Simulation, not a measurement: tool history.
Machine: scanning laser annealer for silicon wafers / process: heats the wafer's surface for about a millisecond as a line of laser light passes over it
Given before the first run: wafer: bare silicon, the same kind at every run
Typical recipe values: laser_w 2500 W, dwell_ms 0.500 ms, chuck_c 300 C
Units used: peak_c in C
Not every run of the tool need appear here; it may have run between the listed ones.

{"run": 1, "hour": 0.0, "laser_w": 2500, "dwell_ms": 0.5, "chuck_c": 300, "peak_c": 1001}
{"run": 2, "hour": 16.2, "laser_w": 2500, "dwell_ms": 0.5, "chuck_c": 300, "peak_c": 997}
{"run": 3, "hour": 45.8, "laser_w": 2500, "dwell_ms": 0.6, "chuck_c": 300, "peak_c": 1064}
{"run": 4, "hour": 73.7, "laser_w": 2500, "dwell_ms": 0.565, "chuck_c": 300, "peak_c": 1038}
{"run": 5, "hour": 109.0, "laser_w": 2500, "dwell_ms": 0.565, "chuck_c": 300, "peak_c": 1037}
{"run": 6, "hour": 153.4, "laser_w": 2500, "dwell_ms": 0.565, "chuck_c": 300, "peak_c": 1036}
{"run": 7, "hour": 193.7, "laser_w": 2500, "dwell_ms": 0.498, "chuck_c": 300, "peak_c": 995}
{"run": 8, "hour": 219.2, "laser_w": 2500, "dwell_ms": 0.498, "chuck_c": 300, "peak_c": 1026}
{"run": 9, "hour": 258.4, "laser_w": 2500, "dwell_ms": 0.498, "chuck_c": 300, "peak_c": 1025}
{"run": 10, "hour": 298.6, "laser_w": 2500, "dwell_ms": 0.395, "chuck_c": 300, "peak_c": 945}
{"run": 11, "hour": 318.5, "laser_w": 2466, "dwell_ms": 0.517, "chuck_c": 271, "peak_c": 995}
{"run": 12, "hour": 338.5, "laser_w": 2421, "dwell_ms": 0.406, "chuck_c": 274, "peak_c": 902}
{"run": 13, "hour": 365.1, "laser_w": 2421, "dwell_ms": 0.448, "chuck_c": 292, "peak_c": 956}
{"run": 14, "hour": 401.5, "laser_w": 2500, "dwell_ms": 0.368, "chuck_c": 334, "peak_c": 956}
{"run": 15, "hour": 440.3, "laser_w": 2500, "dwell_ms": 0.368, "chuck_c": 334, "peak_c": 947}

Removed from this log: 3 entries logged between the listed runs. Between which two listed runs does each belong, and how does the tool's hidden state at the listed run before it compare with that at the listed run after it?
Logged between run 4 and run 5: optics aligned, line set to its width (hour 93.3)
  light that passes the window, % of a clean one's: 96.07 -> 95.96; width of the line over the set one, %: 1.27 -> 1.63
  measured minus no-state result, peak_c: -32 -> -34 C
Logged between run 5 and run 6: optics aligned, line set to its width, once more (hour 153.4)
  light that passes the window, % of a clean one's: 95.96 -> 95.81; laser's true power over the reading, %: 0.39 -> 0.4; width of the line over the set one, %: 1.63 -> 0.11
  measured minus no-state result, peak_c: -34 -> -29 C
Logged between run 7 and run 8: window over the wafer cleaned (hour 208.9)
  light that passes the window, % of a clean one's: 95.66 -> 99.9; width of the line over the set one, %: 0.13 -> 0.15
  measured minus no-state result, peak_c: -29 -> +2 C

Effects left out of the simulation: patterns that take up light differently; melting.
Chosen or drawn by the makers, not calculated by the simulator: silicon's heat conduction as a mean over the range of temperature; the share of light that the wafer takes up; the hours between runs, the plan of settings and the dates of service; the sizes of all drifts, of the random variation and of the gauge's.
